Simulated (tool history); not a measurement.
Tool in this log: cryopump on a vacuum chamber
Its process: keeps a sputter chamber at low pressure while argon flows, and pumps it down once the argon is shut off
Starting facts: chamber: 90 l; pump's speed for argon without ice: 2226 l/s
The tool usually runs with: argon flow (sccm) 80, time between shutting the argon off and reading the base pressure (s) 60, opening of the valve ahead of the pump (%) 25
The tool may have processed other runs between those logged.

run	hour	argon flow (sccm)	time between shutting the argon off and reading the base pressure (s)	opening of the valve ahead of the pump (%)	pressure while argon flows (Pa)	pressure after the wait (uPa)
1	0	80	60	25	0.2706	1.61
# hour 78.1: pump warmed up, emptied and cooled again
2	109	80	60	25	0.2448	1.28
3	232.8	80	60	25	0.2451	1.38
# hour 251.3: leaking fittings of the chamber tightened, without venting
4	295.7	80	155	25	0.2482	0.36
5	391.4	80	155	25	0.2499	0.34
6	485	80	155	25	0.2489	0.41
7	563.3	80	92	25	0.2519	0.56
8	634.7	80	60	25	0.2534	0.73
9	708.8	80	60	25	0.2531	0.67
10	797	80	60	25	0.2552	0.76
11	894.2	80	60	25	0.2584	0.81
12	967.2	80	87	25	0.2592	0.76
13	1097.6	80	87	25	0.2647	0.81
14	1152.8	80	21	25	0.2642	1.69
15	1265	80	21	25	0.2688	1.74
16	1377.4	80	60	18	0.3666	1.03
17	1457.6	80	60	25	0.273	1.11
# hour 1521.3: pump warmed up, emptied and cooled again
18	1532.2	80	60	25	0.2436	0.92
19	1618.9	80	60	25	0.247	0.94
20	1674.8	49	58	26	0.1453	1
21	1773.8	43	60	48	0.0704	1.04
22	1831.4	110	203	18	0.4713	0.77
23	1951.4	110	203	18	0.4739	0.76
24	2011.6	106	62	31	0.2747	1.14
25	2111.1	106	62	31	0.2726	1.13
26	2187.5	84	62	31	0.2209	1.21
27	2272	37	297	38	0.0807	0.96
28	2370	69	60	19	0.2894	1.35
29	2460.8	107	21	42	0.2188	2.08
30	2563.4	36	280	42	0.0753	1.15
31	2621	36	280	40	0.0789	1.23
32	2689.5	36	280	40	0.0795	1.26
33	2745.5	119	280	39	0.2719	1.3

Below are 4 alternative next runs, each starting from the tool's condition after run 33. Predict each:
A	2798.5	68	60	18	?	?
B	2798.5	37	42	55	?	?
C	2798.5	85	42	43	?	?
D	2798.5	124	280	39	?	?

run	pressure while argon flows (Pa)	pressure after the wait (uPa)
A	0.3105	1.67
B	0.0635	1.8
C	0.1811	1.77
D	0.2853	1.31
Stripped of hidden state, with their random variation kept, the same runs would have yielded:
run	pressure while argon flows (Pa)	pressure after the wait (uPa)
A	0.2862	0.56
B	0.0503	0.68
C	0.1506	0.69
D	0.2409	0.2

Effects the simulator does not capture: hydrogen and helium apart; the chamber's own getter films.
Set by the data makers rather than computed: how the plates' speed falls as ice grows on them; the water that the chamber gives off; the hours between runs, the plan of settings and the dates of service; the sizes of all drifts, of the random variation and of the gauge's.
